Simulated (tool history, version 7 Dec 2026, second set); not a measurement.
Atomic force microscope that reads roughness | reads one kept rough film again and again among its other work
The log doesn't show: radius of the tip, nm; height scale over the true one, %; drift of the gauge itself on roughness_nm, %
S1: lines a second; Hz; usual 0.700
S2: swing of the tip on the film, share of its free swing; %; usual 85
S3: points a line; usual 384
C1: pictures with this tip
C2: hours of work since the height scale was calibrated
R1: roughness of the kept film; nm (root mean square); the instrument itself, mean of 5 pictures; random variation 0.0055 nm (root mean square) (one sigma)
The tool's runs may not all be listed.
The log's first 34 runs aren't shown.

run   hour     S1  S2   S3   C1   C2     R1
 35  370.0  2.318  62  696  128  565  0.844
 36  381.2  0.700  67  548  150  571  0.870
 37  392.8  0.908  66  328  173  578  0.848
 38  400.0  0.908  66  328  187  582  0.838
     404.5  -- new tip fitted
 39  411.5  0.908  66  328   13  588  0.951
 40  426.9  2.230  60  481   43  597  0.917
 41  441.3  3.233  74  481   72  606  0.792
 42  450.8  1.122  85  304   90  611  0.830
 43  458.1  0.543  83  961  104  615  0.879
 44  470.5  1.229  84  729  129  623  0.808
 45  478.6  0.700  74  297  144  627  0.858
 46  485.4  0.578  86  656  158  631  0.841
 47  493.7  0.915  84  384  174  636  0.803
     504.2  -- new tip fitted
 48  504.2  3.929  74  442    0  642  0.803
 49  514.3  3.929  74  442   19  648  0.776
 50  527.7  3.929  74  442   45  655  0.770
 51  540.7  0.885  85  708   71  663  0.858
 52  548.0  1.198  69  291   85  667  0.872

Forecast each of these 4 alternatives for the next run:
  A  554.8  0.727  84  384  98  671   ?
  B  554.8  3.867  62  364  98  671   ?
  C  554.8  0.680  61  656  98  671   ?
  D  554.8  3.034  86  291  98  671   ?

run     R1
  A  0.866
  B  0.818
  C  0.918
  D  0.673
Without the tool's hidden state the same runs would have given:
run     R1
  A  0.949
  B  0.897
  C  1.006
  D  0.737

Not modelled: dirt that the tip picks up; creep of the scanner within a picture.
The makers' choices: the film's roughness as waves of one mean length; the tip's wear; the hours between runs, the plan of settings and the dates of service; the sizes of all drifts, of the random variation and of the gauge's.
